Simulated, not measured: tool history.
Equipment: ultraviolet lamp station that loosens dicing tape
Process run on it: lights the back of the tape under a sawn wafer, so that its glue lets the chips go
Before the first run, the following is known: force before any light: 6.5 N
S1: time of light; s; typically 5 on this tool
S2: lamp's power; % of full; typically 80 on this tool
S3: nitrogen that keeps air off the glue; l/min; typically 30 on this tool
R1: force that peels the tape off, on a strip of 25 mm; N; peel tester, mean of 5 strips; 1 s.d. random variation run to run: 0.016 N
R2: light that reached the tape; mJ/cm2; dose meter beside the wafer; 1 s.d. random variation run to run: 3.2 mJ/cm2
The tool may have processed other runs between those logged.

run     day  S1  S2  S3     R1   R2
  1   0.000   5  80  30  1.052  424
  2   0.500   5  80  30  1.014  421
      0.983  -- window cleaned of glue's vapour
  3   1.162   5  80  30  1.169  392
  4   2.062   5  80  30  1.249  387
  5   2.725   4  80  30  1.725  308
  6   3.196   5  80  30  1.246  376
  7   4.192   5  80  30  1.335  370
  8   5.083   2  80  30  3.494  147
  9   5.892   3  80  30  2.500  215
 10   6.862   3  80  30  2.586  213
      6.975  -- window cleaned of glue's vapour, once more
 11   7.608   7  80  30  0.454  618
 12   8.671   7  80  30  0.462  612
 13   9.146   5  80  14  1.426  429
 14   9.879   5  65  30  1.400  352
 15  10.346   3  62  15  3.174  195
 16  11.392   5  74  30  1.213  384
 17  12.342   5  80  16  1.446  412
 18  12.962   5  80  16  1.433  404
 19  13.804   3  80  15  2.787  241
 20  14.721   7  94  31  0.394  648
 21  15.242   5  75  30  1.255  362
 22  16.029   5  80  32  1.179  385
 23  16.742   5  79  15  1.696  379
 24  17.208   5  79  15  1.722  378
 25  18.025   9  95  23  0.287  803
 26  18.579   5  95  22  1.112  436
 27  19.029   4  80  36  1.694  291
 28  19.929   5  64  30  1.852  284

What if the next run were any one of these 5? Each begins from the tool's condition after run 28:
  A  20.579   5  93  30   ?   ?
  B  20.579   3  80  30   ?   ?
  C  20.579   6  64  16   ?   ?
  D  20.579   4  66  30   ?   ?
  E  20.579   5  64  12   ?   ?

run     R1   R2
  A  1.087  411
  B  2.512  211
  C  1.876  334
  D  2.352  230
  E  2.532  280
Take away the tool's hidden state, keep each run's random variation, and the runs would have read:
run     R1   R2
  A  0.535  582
  B  1.711  299
  C  1.135  476
  D  1.544  327
  E  1.720  398
